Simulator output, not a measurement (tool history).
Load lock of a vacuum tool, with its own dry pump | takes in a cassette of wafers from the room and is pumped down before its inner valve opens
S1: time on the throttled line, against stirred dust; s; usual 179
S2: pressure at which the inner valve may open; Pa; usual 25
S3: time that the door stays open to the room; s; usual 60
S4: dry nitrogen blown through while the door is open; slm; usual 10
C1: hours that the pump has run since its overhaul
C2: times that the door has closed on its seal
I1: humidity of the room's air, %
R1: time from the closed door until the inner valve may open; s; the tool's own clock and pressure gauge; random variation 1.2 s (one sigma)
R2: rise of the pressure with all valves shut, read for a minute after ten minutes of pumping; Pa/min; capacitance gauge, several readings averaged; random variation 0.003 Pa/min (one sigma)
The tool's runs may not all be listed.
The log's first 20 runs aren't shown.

-- hour=6141.7 door's seal changed, seat wiped
run 21 hour=6549.4 | S1=183 S2=20 S3=60 S4=5 | C1=14908 C2=1597 | I1=45.7 | R1=245.8 R2=0.062
run 22 hour=6883.9 | S1=297 S2=21 S3=26 S4=21 | C1=15243 C2=2907 | I1=47.6 | R1=345.8 R2=0.038
run 23 hour=7090.9 | S1=278 S2=21 S3=54 S4=10 | C1=15450 C2=3718 | I1=46.2 | R1=329.2 R2=0.062
run 24 hour=7481.6 | S1=98 S2=25 S3=53 S4=10 | C1=15840 C2=5248 | I1=46.1 | R1=166 R2=0.074
run 25 hour=7789.3 | S1=98 S2=25 S3=53 S4=10 | C1=16148 C2=6454 | I1=47.6 | R1=167.3 R2=0.085
run 26 hour=8123.3 | S1=98 S2=23 S3=35 S4=10 | C1=16482 C2=7762 | I1=44 | R1=170.4 R2=0.078
run 27 hour=8379.1 | S1=98 S2=23 S3=35 S4=44 | C1=16738 C2=8764 | I1=51.7 | R1=169.5 R2=0.079
run 28 hour=8625.9 | S1=177 S2=40 S3=49 S4=44 | C1=16985 C2=9731 | I1=45.9 | R1=234.3 R2=0.084
run 29 hour=8935.5 | S1=177 S2=40 S3=49 S4=44 | C1=17294 C2=10943 | I1=44.8 | R1=238 R2=0.102
run 30 hour=9310.9 | S1=147 S2=24 S3=33 S4=32 | C1=17670 C2=12414 | I1=44.1 | R1=214.4 R2=0.116
run 31 hour=9746.9 | S1=240 S2=23 S3=97 S4=4 | C1=18106 C2=14122 | I1=45.3 | R1=297.4 R2=0.198
run 32 hour=9941.6 | S1=324 S2=20 S3=74 S4=10 | C1=18300 C2=14884 | I1=48.6 | R1=374.6 R2=0.19
run 33 hour=10365.8 | S1=324 S2=20 S3=74 S4=10 | C1=18725 C2=16546 | I1=49.8 | R1=373.4 R2=0.212
run 34 hour=10686.5 | S1=324 S2=20 S3=74 S4=10 | C1=19045 C2=17802 | I1=47.7 | R1=368.6 R2=0.229
run 35 hour=11132 | S1=102 S2=33 S3=74 S4=10 | C1=19491 C2=19547 | I1=46.5 | R1=169.2 R2=0.257
run 36 hour=11379.3 | S1=102 S2=33 S3=74 S4=10 | C1=19738 C2=20516 | I1=45.9 | R1=170.8 R2=0.266
run 37 hour=11728.2 | S1=249 S2=33 S3=136 S4=28 | C1=20087 C2=21883 | I1=47.2 | R1=305 R2=0.295

4 ways to go on from here, each from the tool as it stands after run 37. What would each give?
run A hour=11959 | S1=179 S2=21 S3=31 S4=9 | C1=20318 C2=22787 | I1=42.4 | R1=? R2=?
run B hour=11959 | S1=168 S2=24 S3=60 S4=42 | C1=20318 C2=22787 | I1=44.6 | R1=? R2=?
run C hour=11959 | S1=179 S2=33 S3=143 S4=23 | C1=20318 C2=22787 | I1=43.7 | R1=? R2=?
run D hour=11959 | S1=247 S2=33 S3=40 S4=28 | C1=20318 C2=22787 | I1=46.9 | R1=? R2=?

run=A R1=245 R2=0.28
run=B R1=233.2 R2=0.274
run=C R1=239.5 R2=0.312
run=D R1=302.6 R2=0.272
Without the tool's hidden state the same runs would have given:
run=A R1=235.4 R2=0.028
run=B R1=223.7 R2=0.02
run=C R1=230.6 R2=0.056
run=D R1=294.8 R2=0.019
